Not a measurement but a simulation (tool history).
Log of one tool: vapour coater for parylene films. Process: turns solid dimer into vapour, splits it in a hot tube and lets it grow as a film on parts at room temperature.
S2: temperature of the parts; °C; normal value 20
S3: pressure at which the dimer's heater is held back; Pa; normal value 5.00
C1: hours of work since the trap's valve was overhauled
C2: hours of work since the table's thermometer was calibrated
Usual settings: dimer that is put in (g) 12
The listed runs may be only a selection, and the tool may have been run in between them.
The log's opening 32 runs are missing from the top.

{"run": 33, "hour": 393.5, "dimer that is put in (g)": 7, "S2": 20, "S3": 2.93, "C1": 450, "C2": 471, "thickness of the film (um)": 6.72}
{"run": 34, "hour": 410.9, "dimer that is put in (g)": 7, "S2": 20, "S3": 2.93, "C1": 462, "C2": 482, "thickness of the film (um)": 6.68}
{"hour": 421.7, "done": "trap's valve overhauled"}
{"run": 35, "hour": 430.5, "dimer that is put in (g)": 6, "S2": 12, "S3": 5.0, "C1": 6, "C2": 493, "thickness of the film (um)": 6.61}
{"run": 36, "hour": 444.3, "dimer that is put in (g)": 8, "S2": 12, "S3": 4.97, "C1": 15, "C2": 502, "thickness of the film (um)": 8.93}
{"run": 37, "hour": 454.8, "dimer that is put in (g)": 8, "S2": 12, "S3": 4.97, "C1": 22, "C2": 510, "thickness of the film (um)": 9.0}
{"run": 38, "hour": 473.9, "dimer that is put in (g)": 14, "S2": 12, "S3": 2.02, "C1": 35, "C2": 522, "thickness of the film (um)": 15.67}
{"run": 39, "hour": 491.6, "dimer that is put in (g)": 12, "S2": 16, "S3": 2.37, "C1": 47, "C2": 534, "thickness of the film (um)": 13.16}
{"run": 40, "hour": 506.4, "dimer that is put in (g)": 12, "S2": 16, "S3": 2.37, "C1": 57, "C2": 545, "thickness of the film (um)": 13.29}
{"run": 41, "hour": 516.2, "dimer that is put in (g)": 13, "S2": 20, "S3": 5.0, "C1": 64, "C2": 551, "thickness of the film (um)": 11.4}
{"run": 42, "hour": 526.5, "dimer that is put in (g)": 13, "S2": 20, "S3": 5.0, "C1": 71, "C2": 558, "thickness of the film (um)": 11.51}
{"run": 43, "hour": 534.7, "dimer that is put in (g)": 20, "S2": 20, "S3": 5.0, "C1": 77, "C2": 564, "thickness of the film (um)": 17.73}
{"run": 44, "hour": 548.9, "dimer that is put in (g)": 10, "S2": 17, "S3": 4.75, "C1": 86, "C2": 573, "thickness of the film (um)": 9.85}
{"run": 45, "hour": 557.2, "dimer that is put in (g)": 5, "S2": 27, "S3": 6.67, "C1": 92, "C2": 579, "thickness of the film (um)": 3.25}
{"run": 46, "hour": 567.0, "dimer that is put in (g)": 11, "S2": 24, "S3": 4.04, "C1": 98, "C2": 586, "thickness of the film (um)": 8.74}

Forecast each of these 5 alternatives for the next run:
{"run": "A", "hour": 585.7, "dimer that is put in (g)": 6, "S2": 16, "S3": 5.0, "C1": 111, "C2": 598, "thickness of the film (um)": "?"}
{"run": "B", "hour": 585.7, "dimer that is put in (g)": 11, "S2": 18, "S3": 3.0, "C1": 111, "C2": 598, "thickness of the film (um)": "?"}
{"run": "C", "hour": 585.7, "dimer that is put in (g)": 8, "S2": 26, "S3": 11.79, "C1": 111, "C2": 598, "thickness of the film (um)": "?"}
{"run": "D", "hour": 585.7, "dimer that is put in (g)": 10, "S2": 17, "S3": 3.01, "C1": 111, "C2": 598, "thickness of the film (um)": "?"}
{"run": "E", "hour": 585.7, "dimer that is put in (g)": 6, "S2": 20, "S3": 5.0, "C1": 111, "C2": 598, "thickness of the film (um)": "?"}

run=A thickness_of_the_film_(um)=6.17
run=B thickness_of_the_film_(um)=11.19
run=C thickness_of_the_film_(um)=4.98
run=D thickness_of_the_film_(um)=10.47
run=E thickness_of_the_film_(um)=5.34
With the hidden condition removed and each run's random variation left untouched, the same runs would have given:
run=A thickness_of_the_film_(um)=6.17
run=B thickness_of_the_film_(um)=11.20
run=C thickness_of_the_film_(um)=4.98
run=D thickness_of_the_film_(um)=10.47
run=E thickness_of_the_film_(um)=5.34
